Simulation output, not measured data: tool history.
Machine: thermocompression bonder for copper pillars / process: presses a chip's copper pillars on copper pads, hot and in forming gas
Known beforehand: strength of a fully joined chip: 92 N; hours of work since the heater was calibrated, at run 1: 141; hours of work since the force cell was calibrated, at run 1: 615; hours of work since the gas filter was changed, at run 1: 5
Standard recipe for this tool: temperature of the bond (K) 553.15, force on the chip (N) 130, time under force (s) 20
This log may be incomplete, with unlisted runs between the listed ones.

run     day  temperature of the bond (K)  force on the chip (N)  time under force (s)  hours of work since the heater was calibrated  hours of work since the force cell was calibrated  hours of work since the gas filter was changed  force that shears a chip off (N)
  1   0.000                       553.15                    130                    20                                            141                                                615                                               5                              55.2
  2   1.396                       553.15                    130                    11                                            167                                                641                                              31                              44.7
  3   3.017                       534.15                    130                    11                                            197                                                671                                              62                              33.9
  4   4.571                       534.15                    130                    11                                            226                                                700                                              90                              33.3
  5   6.221                       534.15                    130                    11                                            256                                                731                                             121                              32.8
  6   8.025                       534.15                    130                    49                                            290                                                765                                             155                              54.5
  7   9.204                       534.15                     90                    21                                            312                                                787                                             177                              34.3
      9.458  -- forming gas filter changed
  8  10.200                       546.15                     79                    11                                            330                                                805                                              14                              32.1
  9  11.492                       546.15                     79                    11                                            354                                                829                                              38                              32.2
 10  13.179                       540.15                     79                    14                                            386                                                860                                              69                              30.6
 11  14.575                       540.15                     79                    14                                            412                                                886                                              95                              30.4

Below are 3 alternative next runs, each starting from the tool's condition after run 11. Predict each:
  A  16.492                       562.15                    130                    29                                            447                                                922                                             131                                 ?
  B  16.492                       552.15                     79                    14                                            447                                                922                                             131                                 ?
  C  16.492                       575.15                     79                    39                                            447                                                922                                             131                                 ?

run  force that shears a chip off (N)
  A                              62.2
  B                              34.7
  C                              64.4
Take away the tool's hidden state, keep each run's random variation, and the runs would have read:
run  force that shears a chip off (N)
  A                              69.5
  B                              40.5
  C                              71.6

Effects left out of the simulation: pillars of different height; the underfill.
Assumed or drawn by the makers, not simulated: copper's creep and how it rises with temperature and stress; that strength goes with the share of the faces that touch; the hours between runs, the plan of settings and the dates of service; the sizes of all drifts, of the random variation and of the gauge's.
